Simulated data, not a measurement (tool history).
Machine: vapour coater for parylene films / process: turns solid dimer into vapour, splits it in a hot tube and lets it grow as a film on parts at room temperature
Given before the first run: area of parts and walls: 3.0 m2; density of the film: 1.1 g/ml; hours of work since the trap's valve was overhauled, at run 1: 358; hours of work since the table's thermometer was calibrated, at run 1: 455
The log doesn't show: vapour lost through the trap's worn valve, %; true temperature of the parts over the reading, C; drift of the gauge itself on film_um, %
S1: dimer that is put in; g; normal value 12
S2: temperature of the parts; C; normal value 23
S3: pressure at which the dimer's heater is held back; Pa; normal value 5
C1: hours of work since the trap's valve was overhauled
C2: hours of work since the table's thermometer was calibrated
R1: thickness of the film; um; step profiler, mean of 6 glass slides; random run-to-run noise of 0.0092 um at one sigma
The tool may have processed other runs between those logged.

run   hour  S1  S2     S3   C1   C2     R1
  1      0  12  23      5  358  455  2.363
  2   23.1  12  32      5  377  473  1.731
  3   35.6   7  32      5  387  484  1.004
  4   49.5   7  32      5  398  495  1.013
      59.8  -- trap's valve overhauled
  5   76.2   7  32      5   13  513  1.081
  6   95.8   7  32      5   29  529  1.074
  7  110.7  12  17      5   41  541   3.06
  8    124  12  23      5   52  552  2.476
  9  135.8  12  23  10.87   62  562  2.116
 10  156.9  12  23  10.87   79  579  2.101
 11  175.6  12  23  10.87   94  594  2.107
 12  187.6  12  19  10.87  104  604  2.418
 13  207.4  12  19  10.87  120  620  2.407
 14  225.2  12  22      5  134  634  2.531
 15  241.8  12  22      5  148  647  2.518
 16  262.4  12  23      5  164  664  2.416
 17    275  12  23      5  175  674  2.419
 18  286.5  12  23      5  184  684  2.423
 19  309.2  12  23      5  202  702  2.416
 20  331.8  12  23      5  221  720  2.411
 21  342.3  17  23   2.87  229  729  3.804
 22  354.1  16  24   6.67  239  739  2.915
 23  363.7  12  31   9.24  247  746  1.608
 24  376.8  12  21  10.62  257  757  2.199
 25  386.9  12  21  10.62  265  765  2.207
 26  408.4   6  16   9.06  283  783  1.338
 27  426.1  10  30   2.13  297  797  1.839
 28  446.4  13  33      5  314  813   1.83
 29    468  17  26   2.68  331  831  3.416
 30  486.7  13  15    7.2  346  846  3.126
 31  508.5   7  22   3.87  364  864  1.489
 32  521.3  16  30   3.87  374  874   2.59
 33  544.1  16  30   3.87  393  893  2.585
       560  -- trap's valve overhauled
 34  562.3  13  23   5.83    2  904  2.616
 35  575.5  13  33   4.21   13  915  1.968
 36  590.8   9  33   3.47   25  927   1.41
 37  607.2  12  19   3.47   38  941  3.047
 38  629.6  12  19   3.47   56  959  3.038
 39  643.7  10  23      5   68  970  2.043

Consider 3 possible next runs. They are alternatives, not a sequence: every one starts from the tool as it was left by run 39. What does each give?
  A  653.8   6  15  7.31  76  978   ?
  B  653.8   9  23     5  76  978   ?
  C  653.8   8  23     5  76  978   ?

run     R1
  A  1.503
  B  1.835
  C  1.619
Without the tool's unlogged condition, the same runs would have read:
run     R1
  A  1.553
  B  1.895
  C  1.673

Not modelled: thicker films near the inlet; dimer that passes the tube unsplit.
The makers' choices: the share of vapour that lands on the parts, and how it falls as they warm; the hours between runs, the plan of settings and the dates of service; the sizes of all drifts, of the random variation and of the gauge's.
